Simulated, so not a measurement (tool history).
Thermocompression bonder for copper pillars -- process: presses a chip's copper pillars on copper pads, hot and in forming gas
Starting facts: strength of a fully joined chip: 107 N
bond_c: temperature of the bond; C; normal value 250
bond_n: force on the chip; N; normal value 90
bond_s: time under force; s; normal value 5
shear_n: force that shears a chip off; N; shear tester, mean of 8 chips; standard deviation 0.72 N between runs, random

run,day,bond_c,bond_n,bond_s,shear_n
1,0,250,90,5,61.3
2,0.446,250,90,5,61.1
3,0.808,250,90,5,59.9
4,1.4,250,90,5,61.3
5,2.008,250,90,5,59.8
6,2.521,250,90,5,60.2
7,2.95,250,90,5,60.5
8,3.425,250,90,5,61
9,3.946,250,90,5,61
10,4.388,250,90,5,61.8
11,4.742,250,90,5,58.3
# day 5.317: forming gas filter changed
12,5.375,250,90,5,63
13,5.796,250,90,5,63.9
14,6.354,250,90,5,63.7
15,6.858,250,90,5,63.8
16,7.271,250,116,5,70.1
17,7.792,250,116,5,68.4
18,8.242,250,116,5,70.7
19,8.625,250,128,5,72.4
20,9.133,250,128,5,71.8
21,9.738,250,128,5,72
22,10.046,248,77,8,67.2
23,10.304,246,90,10,74.5
24,10.688,246,90,10,73.2
25,11.058,274,90,5,80.7
26,11.646,274,90,5,79.3
27,12.283,250,90,6,66.2
28,12.754,245,90,5,59.4
29,13.2,250,90,3,53.1
30,13.471,240,112,9,71.3
31,14.017,250,123,3,59.7
32,14.617,238,135,3,54.4
33,15.062,238,135,3,54.6
34,15.55,224,57,5,34.2
35,16.188,224,57,5,35.3
36,16.671,224,57,5,34.7
37,17.2,233,85,4,44.8
38,17.55,250,96,6,66.9
39,18.012,250,59,6,57.1

What if the next run were any one of these 4? Each begins from the tool's condition after run 39:
A,18.329,257,84,6,?
B,18.329,250,104,12,?
C,18.329,250,59,4,?
D,18.329,250,130,5,?

run,shear_n
A,68
B,79.5
C,48.7
D,71.2
Without the tool's unlogged condition, the same runs would have read:
run,shear_n
A,68.8
B,81.3
C,48.4
D,72

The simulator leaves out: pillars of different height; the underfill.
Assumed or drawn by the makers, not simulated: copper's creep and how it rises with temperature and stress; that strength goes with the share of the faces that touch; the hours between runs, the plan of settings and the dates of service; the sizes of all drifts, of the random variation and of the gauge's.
